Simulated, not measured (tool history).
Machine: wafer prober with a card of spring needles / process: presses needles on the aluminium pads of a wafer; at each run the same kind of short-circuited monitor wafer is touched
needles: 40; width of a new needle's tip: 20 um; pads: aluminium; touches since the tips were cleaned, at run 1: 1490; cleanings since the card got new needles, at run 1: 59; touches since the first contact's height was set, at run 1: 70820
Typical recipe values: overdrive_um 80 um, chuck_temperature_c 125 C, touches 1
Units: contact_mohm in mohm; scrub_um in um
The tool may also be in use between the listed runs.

| run | day | overdrive_um | chuck_temperature_c | touches | touches since the tips were cleaned | cleanings since the card got new needles | touches since the first contact's height was set | contact_mohm | scrub_um |
|---|---|---|---|---|---|---|---|---|---|
| 1 | 0.000 | 80 | 125 | 1 | 1490 | 59 | 70820 | 279 | 17.44 |
|  | 0.175 | tips cleaned on abrasive film |
|  | 0.462 | tips cleaned on abrasive film |
|  | 0.750 | tips cleaned on abrasive film |
|  | 0.817 | height of the first contact set anew |
|  | 1.050 | tips cleaned on abrasive film |
|  | 1.338 | tips cleaned on abrasive film |
|  | 1.625 | tips cleaned on abrasive film |
|  | 1.912 | tips cleaned on abrasive film |
|  | 2.200 | tips cleaned on abrasive film |
|  | 2.429 | tips cleaned on abrasive film |
|  | 2.717 | tips cleaned on abrasive film |
|  | 3.004 | tips cleaned on abrasive film |
|  | 3.292 | tips cleaned on abrasive film |
|  | 3.521 | tips cleaned on abrasive film |
| 2 | 3.596 | 80 | 125 | 1 | 1144 | 72 | 41877 | 281 | 17.09 |
|  | 3.771 | tips cleaned on abrasive film |
|  | 4.004 | tips cleaned on abrasive film |
|  | 4.292 | tips cleaned on abrasive film |
|  | 4.521 | tips cleaned on abrasive film |
|  | 4.808 | tips cleaned on abrasive film |
|  | 5.096 | tips cleaned on abrasive film |
|  | 5.383 | tips cleaned on abrasive film |
|  | 5.671 | tips cleaned on abrasive film |
|  | 5.900 | tips cleaned on abrasive film |
|  | 6.188 | tips cleaned on abrasive film |
|  | 6.371 | height of the first contact set anew |
|  | 6.433 | tips cleaned on abrasive film |
|  | 6.662 | tips cleaned on abrasive film |
|  | 6.896 | tips cleaned on abrasive film |
|  | 7.183 | tips cleaned on abrasive film |
|  | 7.412 | tips cleaned on abrasive film |
|  | 7.642 | tips cleaned on abrasive film |
| 3 | 7.783 | 80 | 125 | 1 | 2143 | 88 | 21209 | 278 | 17.70 |
|  | 7.900 | tips cleaned on abrasive film |
|  | 8.188 | tips cleaned on abrasive film |
|  | 8.421 | tips cleaned on abrasive film |
|  | 8.708 | tips cleaned on abrasive film |
|  | 8.992 | tips cleaned on abrasive film |
|  | 9.279 | tips cleaned on abrasive film |
|  | 9.567 | tips cleaned on abrasive film |
|  | 9.854 | tips cleaned on abrasive film |
|  | 10.142 | tips cleaned on abrasive film |
|  | 10.429 | tips cleaned on abrasive film |
| 4 | 10.488 | 80 | 63 | 1 | 859 | 98 | 61934 | 261 | 17.66 |
|  | 10.717 | tips cleaned on abrasive film |
|  | 11.004 | tips cleaned on abrasive film |
|  | 11.238 | tips cleaned on abrasive film |
|  | 11.525 | tips cleaned on abrasive film |
|  | 11.754 | tips cleaned on abrasive film |
|  | 11.938 | height of the first contact set anew |
|  | 11.996 | tips cleaned on abrasive film |
|  | 12.283 | tips cleaned on abrasive film |
|  | 12.517 | tips cleaned on abrasive film |
|  | 12.804 | tips cleaned on abrasive film |
|  | 13.033 | tips cleaned on abrasive film |
|  | 13.321 | tips cleaned on abrasive film |
|  | 13.608 | tips cleaned on abrasive film |
| 5 | 13.833 | 80 | 63 | 1 | 3438 | 110 | 28571 | 275 | 17.62 |
|  | 13.896 | tips cleaned on abrasive film |
|  | 14.183 | tips cleaned on abrasive film |
|  | 14.412 | tips cleaned on abrasive film |
|  | 14.700 | tips cleaned on abrasive film |
|  | 14.988 | tips cleaned on abrasive film |
|  | 15.221 | tips cleaned on abrasive film |
|  | 15.508 | tips cleaned on abrasive film |
|  | 15.738 | tips cleaned on abrasive film |
|  | 15.967 | tips cleaned on abrasive film |
|  | 16.254 | tips cleaned on abrasive film |
|  | 16.488 | tips cleaned on abrasive film |
|  | 16.775 | tips cleaned on abrasive film |
| 6 | 16.988 | 80 | 125 | 1 | 3272 | 122 | 76042 | 291 | 17.36 |
|  | 17.050 | tips cleaned on abrasive film |
|  | 17.279 | tips cleaned on abrasive film |
|  | 17.462 | height of the first contact set anew |
|  | 17.521 | tips cleaned on abrasive film |
|  | 17.817 | height of the first contact set anew, once more |
|  | 17.821 | tips cleaned on abrasive film |
|  | 18.108 | tips cleaned on abrasive film |
|  | 18.396 | tips cleaned on abrasive film |
|  | 18.683 | tips cleaned on abrasive film |
|  | 18.917 | tips cleaned on abrasive film |
|  | 19.204 | tips cleaned on abrasive film |
|  | 19.492 | tips cleaned on abrasive film |
|  | 19.721 | tips cleaned on abrasive film |
|  | 20.008 | tips cleaned on abrasive film |
|  | 20.238 | tips cleaned on abrasive film |
| 7 | 20.317 | 80 | 125 | 1 | 1155 | 135 | 37553 | 281 | 17.67 |
|  | 20.488 | tips cleaned on abrasive film |
|  | 20.721 | tips cleaned on abrasive film |
|  | 21.008 | tips cleaned on abrasive film |
|  | 21.296 | tips cleaned on abrasive film |
|  | 21.525 | tips cleaned on abrasive film |
|  | 21.812 | tips cleaned on abrasive film |
|  | 22.046 | tips cleaned on abrasive film |
|  | 22.275 | tips cleaned on abrasive film |
| 8 | 22.450 | 80 | 125 | 1 | 2657 | 143 | 69676 | 284 | 17.54 |
|  | 22.508 | tips cleaned on abrasive film |
|  | 22.742 | tips cleaned on abrasive film |
|  | 23.029 | tips cleaned on abrasive film |
|  | 23.317 | tips cleaned on abrasive film |
|  | 23.383 | height of the first contact set anew |
|  | 23.617 | tips cleaned on abrasive film |
|  | 23.904 | tips cleaned on abrasive film |
|  | 24.192 | tips cleaned on abrasive film |
|  | 24.479 | tips cleaned on abrasive film |
|  | 24.767 | tips cleaned on abrasive film |
|  | 24.996 | tips cleaned on abrasive film |
|  | 25.283 | tips cleaned on abrasive film |
| 9 | 25.400 | 80 | 125 | 1 | 1797 | 154 | 30397 | 284 | 17.60 |
|  | 25.517 | tips cleaned on abrasive film |
|  | 25.804 | tips cleaned on abrasive film |
|  | 26.092 | tips cleaned on abrasive film |
|  | 26.379 | tips cleaned on abrasive film |
|  | 26.612 | tips cleaned on abrasive film |
|  | 26.900 | tips cleaned on abrasive film |
|  | 27.188 | tips cleaned on abrasive film |
|  | 27.475 | tips cleaned on abrasive film |
|  | 27.762 | tips cleaned on abrasive film |
|  | 28.050 | tips cleaned on abrasive film |
|  | 28.338 | tips cleaned on abrasive film |
|  | 28.567 | tips cleaned on abrasive film |
|  | 28.854 | tips cleaned on abrasive film |
|  | 28.925 | height of the first contact set anew |
|  | 29.154 | tips cleaned on abrasive film |
| 10 | 29.304 | 80 | 125 | 1 | 2264 | 168 | 5731 | 284 | 17.82 |
|  | 29.421 | tips cleaned on abrasive film |
|  | 29.708 | tips cleaned on abrasive film |
|  | 29.938 | tips cleaned on abrasive film |
|  | 30.225 | tips cleaned on abrasive film |
|  | 30.512 | tips cleaned on abrasive film |
|  | 30.800 | tips cleaned on abrasive film |
|  | 31.029 | tips cleaned on abrasive film |
|  | 31.317 | tips cleaned on abrasive film |
|  | 31.604 | tips cleaned on abrasive film |
|  | 31.892 | tips cleaned on abrasive film |
|  | 32.179 | tips cleaned on abrasive film |
|  | 32.467 | tips cleaned on abrasive film |
| 11 | 32.596 | 80 | 125 | 1 | 1948 | 180 | 55344 | 286 | 17.52 |
|  | 32.712 | tips cleaned on abrasive film |
|  | 32.946 | tips cleaned on abrasive film |
|  | 33.175 | tips cleaned on abrasive film |
|  | 33.462 | tips cleaned on abrasive film |
|  | 33.750 | tips cleaned on abrasive film |
|  | 34.038 | tips cleaned on abrasive film |
|  | 34.267 | tips cleaned on abrasive film |
|  | 34.450 | height of the first contact set anew |
|  | 34.567 | tips cleaned on abrasive film |
|  | 34.800 | tips cleaned on abrasive film |
|  | 35.029 | tips cleaned on abrasive film |
|  | 35.317 | tips cleaned on abrasive film |
|  | 35.604 | tips cleaned on abrasive film |
| 12 | 35.762 | 80 | 38 | 3 | 2415 | 192 | 19747 | 252 | 17.78 |
|  | 35.879 | tips cleaned on abrasive film |
|  | 36.167 | tips cleaned on abrasive film |
|  | 36.400 | tips cleaned on abrasive film |
|  | 36.629 | tips cleaned on abrasive film |
|  | 36.917 | tips cleaned on abrasive film |
|  | 37.204 | tips cleaned on abrasive film |
|  | 37.492 | tips cleaned on abrasive film |
|  | 37.721 | tips cleaned on abrasive film |
|  | 38.008 | tips cleaned on abrasive film |
|  | 38.296 | tips cleaned on abrasive film |
| 13 | 38.329 | 80 | 38 | 3 | 488 | 202 | 58366 | 247 | 17.59 |
|  | 38.558 | tips cleaned on abrasive film |
|  | 38.846 | tips cleaned on abrasive film |
|  | 39.133 | tips cleaned on abrasive film |
|  | 39.421 | tips cleaned on abrasive film |
|  | 39.708 | tips cleaned on abrasive film |
|  | 39.942 | tips cleaned on abrasive film |
|  | 40.008 | height of the first contact set anew |
|  | 40.242 | tips cleaned on abrasive film |
| 14 | 40.338 | 80 | 38 | 3 | 1492 | 209 | 4959 | 251 | 17.74 |
|  | 40.512 | tips cleaned on abrasive film |
|  | 40.800 | tips cleaned on abrasive film |
|  | 41.088 | tips cleaned on abrasive film |
|  | 41.375 | tips cleaned on abrasive film |
|  | 41.604 | tips cleaned on abrasive film |
|  | 41.892 | tips cleaned on abrasive film |
|  | 42.179 | tips cleaned on abrasive film |
|  | 42.467 | tips cleaned on abrasive film |
|  | 42.754 | tips cleaned on abrasive film |
|  | 43.042 | tips cleaned on abrasive film |
|  | 43.329 | tips cleaned on abrasive film |
|  | 43.617 | tips cleaned on abrasive film |
|  | 43.904 | tips cleaned on abrasive film |
|  | 44.192 | tips cleaned on abrasive film |
|  | 44.425 | tips cleaned on abrasive film |
| 15 | 44.471 | 80 | 125 | 3 | 758 | 224 | 67248 | 274 | 17.60 |
|  | 44.704 | tips cleaned on abrasive film |
|  | 44.992 | tips cleaned on abrasive film |
|  | 45.221 | tips cleaned on abrasive film |
|  | 45.508 | tips cleaned on abrasive film |
|  | 45.521 | height of the first contact set anew |
|  | 45.754 | tips cleaned on abrasive film |
|  | 46.042 | tips cleaned on abrasive film |
|  | 46.271 | tips cleaned on abrasive film |
| 16 | 46.308 | 76 | 125 | 1 | 602 | 231 | 11869 | 282 | 16.92 |

Consider 4 possible next runs. They are alternatives, not a sequence: every one starts from the tool as it was left by run 16. What does each give?
|  | 46.542 | tips cleaned on abrasive film |
|  | 46.829 | tips cleaned on abrasive film |
|  | 47.117 | tips cleaned on abrasive film |
|  | 47.404 | tips cleaned on abrasive film |
|  | 47.692 | tips cleaned on abrasive film |
|  | 47.979 | tips cleaned on abrasive film |
|  | 48.208 | tips cleaned on abrasive film |
| A | 48.212 | 72 | 125 | 1 | 44 | 238 | 40512 | ? | ? |
|  | 46.542 | tips cleaned on abrasive film |
|  | 46.829 | tips cleaned on abrasive film |
|  | 47.117 | tips cleaned on abrasive film |
|  | 47.404 | tips cleaned on abrasive film |
|  | 47.692 | tips cleaned on abrasive film |
|  | 47.979 | tips cleaned on abrasive film |
|  | 48.208 | tips cleaned on abrasive film |
| B | 48.212 | 62 | 117 | 1 | 44 | 238 | 40512 | ? | ? |
|  | 46.542 | tips cleaned on abrasive film |
|  | 46.829 | tips cleaned on abrasive film |
|  | 47.117 | tips cleaned on abrasive film |
|  | 47.404 | tips cleaned on abrasive film |
|  | 47.692 | tips cleaned on abrasive film |
|  | 47.979 | tips cleaned on abrasive film |
|  | 48.208 | tips cleaned on abrasive film |
| C | 48.212 | 62 | 125 | 1 | 44 | 238 | 40512 | ? | ? |
|  | 46.542 | tips cleaned on abrasive film |
|  | 46.829 | tips cleaned on abrasive film |
|  | 47.117 | tips cleaned on abrasive film |
|  | 47.404 | tips cleaned on abrasive film |
|  | 47.692 | tips cleaned on abrasive film |
|  | 47.979 | tips cleaned on abrasive film |
|  | 48.208 | tips cleaned on abrasive film |
| D | 48.212 | 87 | 125 | 1 | 44 | 238 | 40512 | ? | ? |

| run | contact_mohm | scrub_um |
|---|---|---|
| A | 275 | 15.84 |
| B | 274 | 13.62 |
| C | 277 | 13.58 |
| D | 266 | 19.17 |
Had the tool no hidden state, the same runs would have come out as:
| run | contact_mohm | scrub_um |
|---|---|---|
| A | 267 | 16.00 |
| B | 265 | 13.79 |
| C | 268 | 13.74 |
| D | 260 | 19.33 |
